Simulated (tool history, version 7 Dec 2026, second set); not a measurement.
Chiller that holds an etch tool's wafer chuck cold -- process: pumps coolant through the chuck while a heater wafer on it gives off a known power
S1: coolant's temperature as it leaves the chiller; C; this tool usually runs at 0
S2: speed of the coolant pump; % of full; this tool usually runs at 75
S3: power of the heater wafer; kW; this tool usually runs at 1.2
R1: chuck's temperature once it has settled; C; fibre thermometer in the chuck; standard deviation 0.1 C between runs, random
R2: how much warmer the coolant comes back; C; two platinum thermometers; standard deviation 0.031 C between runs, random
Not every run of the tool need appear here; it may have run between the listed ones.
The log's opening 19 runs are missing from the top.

run	hour	S1	S2	S3	R1	R2
20	1435.7	1	91	1.485	13.3	3.48
21	1484.5	-9	65	0.704	-1.4	2.37
22	1583.4	0	80	1.133	10.5	3.04
# hour 1615.9: coolant pump overhauled, once more
23	1687.9	0	80	1.133	9.9	2.79
24	1739.9	3	60	1.032	13.7	3.39
25	1836	-5	60	0.636	2.1	2.14
26	1940.2	-5	87	0.636	0.8	1.41
27	2012.5	-4	61	1.17	8.1	3.87
28	2057.6	0	70	1.122	10.9	3.18
29	2107.1	7	77	1.376	19.7	3.49
30	2189.4	7	77	1.376	19.6	3.51
31	2244.6	7	79	1.468	20.3	3.66
# hour 2279.8: chiller's thermometer calibrated
32	2348.5	6	79	1.215	16	3.09

Branching from run 32: 4 alternative next runs. What would each branch give?
A	2455.9	3	85	1.051	?	?
B	2455.9	-3	82	1.2	?	?
C	2455.9	3	82	0.652	?	?
D	2455.9	10	72	0.69	?	?

run	R1	R2
A	11.4	2.44
B	6.8	2.85
C	8.4	1.58
D	16.3	1.9
The same runs, with their run-to-run variation unchanged, on a tool lacking any hidden condition would have given:
run	R1	R2
A	10.5	2.4
B	5.7	2.81
C	7.8	1.56
D	15.6	1.87

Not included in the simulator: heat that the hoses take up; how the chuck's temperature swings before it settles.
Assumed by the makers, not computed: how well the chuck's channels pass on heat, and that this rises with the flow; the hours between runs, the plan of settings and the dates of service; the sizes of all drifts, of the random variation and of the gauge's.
